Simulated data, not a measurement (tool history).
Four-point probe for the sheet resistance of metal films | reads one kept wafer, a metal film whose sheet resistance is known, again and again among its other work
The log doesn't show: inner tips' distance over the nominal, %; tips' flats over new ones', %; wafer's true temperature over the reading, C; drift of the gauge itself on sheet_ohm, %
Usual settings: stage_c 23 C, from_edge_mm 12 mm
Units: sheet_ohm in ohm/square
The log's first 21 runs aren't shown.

| run | hour | stage_c | from_edge_mm | touches since the probe head was changed | hours of work since the stage's thermometer was calibrated | sheet_ohm |
|---|---|---|---|---|---|---|
| 22 | 1208.1 | 23 | 12 | 61515 | 359 | 0.243130 |
| 23 | 1284.3 | 29 | 12 | 65934 | 419 | 0.242842 |
| 24 | 1323.4 | 29 | 12 | 68204 | 450 | 0.242785 |
| 25 | 1399.6 | 29 | 32 | 72624 | 510 | 0.242562 |
| 26 | 1463.2 | 23 | 30 | 76312 | 560 | 0.242717 |
| 27 | 1538.3 | 24 | 7 | 80668 | 619 | 0.243025 |
| 28 | 1602.4 | 22 | 14 | 84391 | 669 | 0.242602 |
| 29 | 1636.2 | 28 | 27 | 86353 | 696 | 0.242242 |
| 30 | 1677.0 | 22 | 9 | 88715 | 728 | 0.242701 |
| 31 | 1737.5 | 21 | 46 | 92225 | 776 | 0.242264 |
| 32 | 1784.2 | 21 | 46 | 94936 | 812 | 0.242284 |
| 33 | 1842.0 | 21 | 46 | 98287 | 858 | 0.242127 |
| 34 | 1889.0 | 24 | 46 | 101016 | 895 | 0.241953 |
| 35 | 1945.2 | 33 | 3 | 104276 | 939 | 0.245082 |
| 36 | 1980.3 | 31 | 17 | 106315 | 967 | 0.241587 |
| 37 | 2032.3 | 23 | 8 | 109329 | 1008 | 0.242283 |
| 38 | 2097.6 | 23 | 8 | 113116 | 1059 | 0.242172 |
| 39 | 2158.4 | 31 | 5 | 116644 | 1107 | 0.242440 |
| 40 | 2232.6 | 32 | 28 | 120947 | 1166 | 0.241112 |

The next listed run, before its measurement:
|  | 2294.6 | new probe head fitted |
| 41 | 2295.9 | 33 | 59 | 75 | 1215 | ? |

Run 41 gave sheet_ohm 0.245144 ohm/square.
Without the tool's hidden state the same run would have given sheet_ohm 0.244880 ohm/square.
